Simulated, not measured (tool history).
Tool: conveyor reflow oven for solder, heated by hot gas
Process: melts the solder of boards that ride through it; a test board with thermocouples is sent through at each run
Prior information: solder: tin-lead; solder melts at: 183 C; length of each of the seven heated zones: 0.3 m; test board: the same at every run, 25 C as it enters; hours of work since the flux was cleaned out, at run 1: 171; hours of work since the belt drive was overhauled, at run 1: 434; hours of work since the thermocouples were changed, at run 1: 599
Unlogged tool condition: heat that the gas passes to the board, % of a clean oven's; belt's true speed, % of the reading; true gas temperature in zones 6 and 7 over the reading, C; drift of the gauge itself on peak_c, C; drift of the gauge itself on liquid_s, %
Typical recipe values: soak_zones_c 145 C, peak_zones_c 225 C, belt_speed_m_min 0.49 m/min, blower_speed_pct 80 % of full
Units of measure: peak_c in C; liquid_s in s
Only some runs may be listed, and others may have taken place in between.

run,hour,soak_zones_c,peak_zones_c,belt_speed_m_min,blower_speed_pct,hours of work since the flux was cleaned out,hours of work since the belt drive was overhauled,hours of work since the thermocouples were changed,peak_c,liquid_s
1,0,145,225,0.49,80,171,434,599,213.7,56.6
2,31.5,145,225,0.49,80,192,455,620,214.1,56.8
# hour 41.2: flux residue cleaned out of gas plates and filters
3,75.1,145,225,0.49,80,23,481,646,214.8,57.8
4,109.4,145,225,0.49,80,46,504,669,214.9,57.5
5,158.8,145,225,0.49,62,79,537,702,211.4,53.8
6,207.1,145,225,0.49,62,111,569,734,211.3,53.6
7,233.4,145,225,0.49,62,129,587,752,211.3,53.5
8,294.8,145,221,0.49,80,170,628,793,210.9,54.4
# hour 335: flux residue cleaned out of gas plates and filters
9,352.7,145,225,0.49,80,12,664,828,215.7,58.2
# hour 382.6: thermocouples of zones 6 and 7 changed
10,399.7,145,225,0.49,80,42,694,11,212.8,56.4
11,445.8,145,225,0.49,72,73,725,42,211.4,54.8
12,504.8,145,217,0.49,80,112,764,82,205.6,49.9
13,543.9,145,225,0.49,80,139,790,108,212.6,56.2
14,588.8,145,225,0.49,80,169,821,138,212.6,56.2
# hour 629.4: flux residue cleaned out of gas plates and filters
15,636.6,145,225,0.49,80,5,849,167,213.5,57.4
16,665,145,225,0.49,80,24,868,186,213.6,57.2
17,702.5,158,224,0.532,61,49,893,211,209.6,53.6
18,757.7,158,224,0.532,61,86,930,248,209.6,53.7
19,798.8,151,223,0.525,61,113,958,276,207.4,49
# hour 805.6: belt drive overhauled, speed set with a stopwatch
20,839,135,225,0.49,78,138,22,300,211.7,52.7
21,870.7,160,225,0.49,73,159,44,321,214.9,66.1
# hour 925.7: flux residue cleaned out of gas plates and filters
22,927.2,145,233,0.49,81,1,78,356,221.6,63.8
23,963.4,145,233,0.49,81,25,102,380,221.4,63.8
24,1012.9,145,225,0.49,65,58,136,413,211.7,56.1
25,1064,145,225,0.49,65,93,170,447,212,55.8
26,1091,141,232,0.416,80,111,188,465,223.6,76.2
# hour 1112.4: belt drive overhauled, speed set with a stopwatch, once more
27,1151.7,151,225,0.506,80,149,26,503,213,55.1
28,1192.7,144,222,0.568,68,176,54,531,203.2,36.7
# hour 1224.6: flux residue cleaned out of gas plates and filters
29,1224.9,144,222,0.568,68,0,72,549,204.6,38.4

Predict each of these 4 candidate next runs independently; none follows another, all start after run 29:
A,1259,158,219,0.568,68,23,95,572,?,?
B,1259,152,222,0.467,68,23,95,572,?,?
C,1259,137,225,0.49,80,23,95,572,?,?
D,1259,145,234,0.586,67,23,95,572,?,?

run,peak_c,liquid_s
A,205.1,44.5
B,211.3,59.4
C,212.4,51.3
D,212.8,44.1
What these runs would have given with no unlogged condition in the tool:
run,peak_c,liquid_s
A,204.5,43.9
B,210.6,58.7
C,211.7,50.8
D,212.3,43.7

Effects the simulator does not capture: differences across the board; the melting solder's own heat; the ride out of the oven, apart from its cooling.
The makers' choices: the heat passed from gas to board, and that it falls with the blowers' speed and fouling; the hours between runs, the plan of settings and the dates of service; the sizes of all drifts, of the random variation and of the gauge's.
